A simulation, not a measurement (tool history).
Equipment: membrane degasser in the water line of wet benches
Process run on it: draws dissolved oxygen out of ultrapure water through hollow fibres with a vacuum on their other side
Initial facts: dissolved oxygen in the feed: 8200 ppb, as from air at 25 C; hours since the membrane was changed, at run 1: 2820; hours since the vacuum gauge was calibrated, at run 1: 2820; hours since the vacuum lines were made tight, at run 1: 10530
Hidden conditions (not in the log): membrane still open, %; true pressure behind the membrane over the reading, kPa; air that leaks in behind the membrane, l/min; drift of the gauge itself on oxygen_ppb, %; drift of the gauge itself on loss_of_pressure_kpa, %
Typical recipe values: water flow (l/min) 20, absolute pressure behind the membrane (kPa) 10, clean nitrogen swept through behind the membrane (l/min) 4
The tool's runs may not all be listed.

run	day	water flow (l/min)	absolute pressure behind the membrane (kPa)	clean nitrogen swept through behind the membrane (l/min)	hours since the membrane was changed	hours since the vacuum gauge was calibrated	hours since the vacuum lines were made tight	dissolved oxygen in the water behind the degasser (ppb)	pressure that the water loses in the fibres (kPa)
1	0	20	10	4	2820	2820	10530	87.2	69.3
2	3.325	20	8.7	4	2900	2900	10609	71.7	69.09
3	7.45	20	8.7	4	2999	2999	10708	71.4	69.68
4	11.679	20	8.7	4	3100	3100	10810	71	69.86
5	16.429	20	8.7	4	3214	3214	10924	71.7	69.47
6	19.692	20	8.7	4	3292	3292	11002	71.7	69.11
# day 20.146: vacuum gauge calibrated
7	22.3	20	8.7	4	3354	52	11064	71.4	69.72
8	26.054	20	8.7	4	3445	142	11154	71.8	69.18
# day 28.604: vacuum gauge calibrated, once more
9	29.338	20	8.7	4	3523	18	11233	71.7	69.16
10	32.096	20	8.7	4	3589	84	11299	71.5	69.6
11	36.888	22	10	4	3704	199	11414	96.2	76.65
12	41.254	23	9.5	6.83	3809	304	11519	57.5	79.97
13	45.129	23	9.5	1.63	3902	397	11612	208.2	80.27
14	49.171	23	9.5	1.63	3999	494	11709	208.9	80.19
15	51.938	23	9.5	1.63	4065	560	11775	208.9	80.29
16	55.6	18	16.7	1.63	4153	648	11863	350.1	63.08
17	60.246	17	15	11.36	4265	759	11975	47.9	59.03
18	65.338	17	20.2	2.75	4387	882	12097	261.6	59.26
19	68.246	17	20.2	2.75	4457	951	12166	258.8	59.35
20	71.971	17	20.2	2.75	4546	1041	12256	260	59.8
21	76.817	13	21.9	10.7	4662	1157	12372	61	45.38
22	81.8	24	6	4.63	4782	1277	12492	40.7	83.86

Measured less the same run without the tool's hidden state. The same run-to-run variation is in both; the gauge's scatter may not be:
run	dissolved oxygen in the water behind the degasser (ppb)	pressure that the water loses in the fibres (kPa)
1	+2.9	+1
2	+2.5	+1.02
3	+2.5	+1.07
4	+2.6	+1.1
5	+2.7	+1.15
6	+2.7	+1.17
7	+2.7	+1.21
8	+2.8	+1.24
9	+2.7	+1.27
10	+2.7	+1.3
11	+3.3	+1.48
12	+2.3	+1.59
13	+5.1	+1.64
14	+5.1	+1.68
15	+5.2	+1.72
16	+11.7	+1.37
17	+2.5	+1.33
18	+11	+1.37
19	+11	+1.4
20	+11.1	+1.44
21	+4	+1.13
22	+2	+2.13

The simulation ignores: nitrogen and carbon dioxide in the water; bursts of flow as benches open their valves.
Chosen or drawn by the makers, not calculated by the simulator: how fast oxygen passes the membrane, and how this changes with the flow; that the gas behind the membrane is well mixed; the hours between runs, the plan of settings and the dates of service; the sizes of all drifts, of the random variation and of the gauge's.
